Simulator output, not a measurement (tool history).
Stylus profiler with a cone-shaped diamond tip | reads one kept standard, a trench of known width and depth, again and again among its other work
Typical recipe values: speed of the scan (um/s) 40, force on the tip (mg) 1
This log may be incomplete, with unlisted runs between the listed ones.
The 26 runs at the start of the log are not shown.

run     day  speed of the scan (um/s)  force on the tip (mg)  scans with this tip  hours of work since the height scale was calibrated  depth of the trench (angstrom)  width of the trench's floor (um)
 27  19.912                        10                   1.05                 7289                                                  488                          5013.2                             94.63
 28  20.467                        34                   1.58                 7429                                                  497                          5020.5                             94.49
 29  21.071                        71                   1.58                 7582                                                  507                          5020.6                             94.23
 30   21.95                        71                   1.58                 7807                                                  522                          5022.8                             94.17
 31  22.933                        47                   1.04                 8055                                                  539                          5013.1                              94.3
 32  23.896                        73                   1.64                 8300                                                  555                          5021.5                             94.14
 33  24.667                        12                    1.2                 8496                                                  568                          5015.5                             94.47
 34  25.512                        12                    1.2                 8711                                                  583                          5014.4                             94.48
 35  26.475                        68                   0.39                 8956                                                  599                          4998.7                             93.57
 36  26.954                        38                   1.38                 9077                                                  607                          5015.3                             94.21
 37   27.95                        14                      1                 9331                                                  624                          5011.3                             94.38
 38   28.55                        65                      1                 9483                                                  634                          5011.6                             93.84
 39  29.525                        65                      1                 9730                                                  651                          5010.6                             93.88
 40  30.125                        65                      1                 9882                                                  661                          5010.3                             93.83
 41  30.654                        26                   0.98                10017                                                  670                          5008.8                              94.2
 42  31.225                        26                   0.98                10162                                                  680                          5008.6                             94.17
 43  31.821                        36                   2.96                10313                                                  690                          5035.3                             94.19
 44  32.492                       148                      2                10484                                                  701                          5023.1                             93.48
 45  32.983                        12                      1                10609                                                  710                          5008.3                              94.2
 46  33.671                        94                   2.32                10784                                                  722                          5026.3                             93.82
 47  34.404                        56                   0.41                10970                                                  734                          4996.4                             93.54

Each row is a separate what-if for the run after 47, all from the same tool condition, not one after another. Results?
  A  34.838                       118                   0.65                11081                                                  741                               ?                                 ?
  B  34.838                        56                   0.35                11081                                                  741                               ?                                 ?
  C  34.838                        22                    0.4                11081                                                  741                               ?                                 ?
  D  34.838                        56                   0.41                11081                                                  741                               ?                                 ?

run  depth of the trench (angstrom)  width of the trench's floor (um)
  A                          5001.6                             93.03
  B                          4995.4                             93.47
  C                          4995.7                             93.92
  D                          4995.9                             93.59
With the hidden condition removed and each run's random variation left untouched, the same runs would have given:
run  depth of the trench (angstrom)  width of the trench's floor (um)
  A                          5017.9                             94.38
  B                          5011.6                             94.82
  C                            5012                             95.27
  D                          5012.2                             94.94

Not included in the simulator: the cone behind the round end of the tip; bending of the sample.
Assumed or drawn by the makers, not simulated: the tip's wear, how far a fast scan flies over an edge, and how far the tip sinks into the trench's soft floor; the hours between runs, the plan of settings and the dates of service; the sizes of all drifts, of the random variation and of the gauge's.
